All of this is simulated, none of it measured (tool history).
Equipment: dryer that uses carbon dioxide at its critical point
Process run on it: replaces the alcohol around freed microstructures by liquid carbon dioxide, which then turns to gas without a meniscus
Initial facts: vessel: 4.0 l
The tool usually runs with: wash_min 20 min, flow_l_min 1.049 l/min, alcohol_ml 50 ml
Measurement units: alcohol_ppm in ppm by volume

run	hour	wash_min	flow_l_min	alcohol_ml	alcohol_ppm
1	0	20	1.049	50	658
2	31.8	31	1.049	50	285
# hour 45.4: inlet filter changed
3	83.3	12	1.049	50	1616
4	117.9	12	1.049	50	1676
5	179.1	12	1.049	50	1810
6	238	12	1.049	50	1975
7	264.8	12	1.049	50	2017
# hour 292.4: inlet filter changed
8	297.4	12	1.049	50	1575
9	357.9	12	1.049	50	1676
# hour 386.8: purifier's bed changed
10	412.3	12	0.79	50	2554
11	460.6	12	0.79	50	2782
12	494.9	12	0.79	50	2896
13	526.6	19	1.049	50	626
# hour 546.6: inlet filter changed
14	554.9	19	1.049	50	375
15	594.8	19	1.049	50	432
16	655.6	19	1.049	50	503
17	692.7	20	1.049	50	472
18	750.4	20	0.81	50	1084
# hour 796: inlet filter changed
19	800.1	20	0.81	50	777
20	834.8	20	0.81	50	825
21	875.4	17	1.63	47	166
22	917.5	23	0.82	43	582
23	959.9	23	0.82	94	1268
24	1010.8	23	1.67	94	143
25	1036.8	15	0.75	50	2440
# hour 1043.2: inlet filter changed
26	1073	15	0.75	50	1906
27	1128.5	15	0.75	50	1966
28	1175.1	18	0.75	45	1386
29	1222.2	21	0.66	50	1580
30	1277.4	16	0.66	50	2746
# hour 1294: inlet filter changed
31	1326.4	16	0.66	50	2196
32	1372.7	20	1.58	111	248
33	1415.7	31	1.049	50	204
34	1447	14	0.67	50	2879
35	1474.6	26	0.72	93	1366

Here are 3 independent what-if runs from the current tool condition. What would each one return?
A	1520.3	20	1.04	69	?
B	1520.3	18	0.67	25	?
C	1520.3	23	1.25	43	?

run	alcohol_ppm
A	853
B	1164
C	287
Had the tool no hidden state, the same runs would have come out as:
run	alcohol_ppm
A	412
B	748
C	60

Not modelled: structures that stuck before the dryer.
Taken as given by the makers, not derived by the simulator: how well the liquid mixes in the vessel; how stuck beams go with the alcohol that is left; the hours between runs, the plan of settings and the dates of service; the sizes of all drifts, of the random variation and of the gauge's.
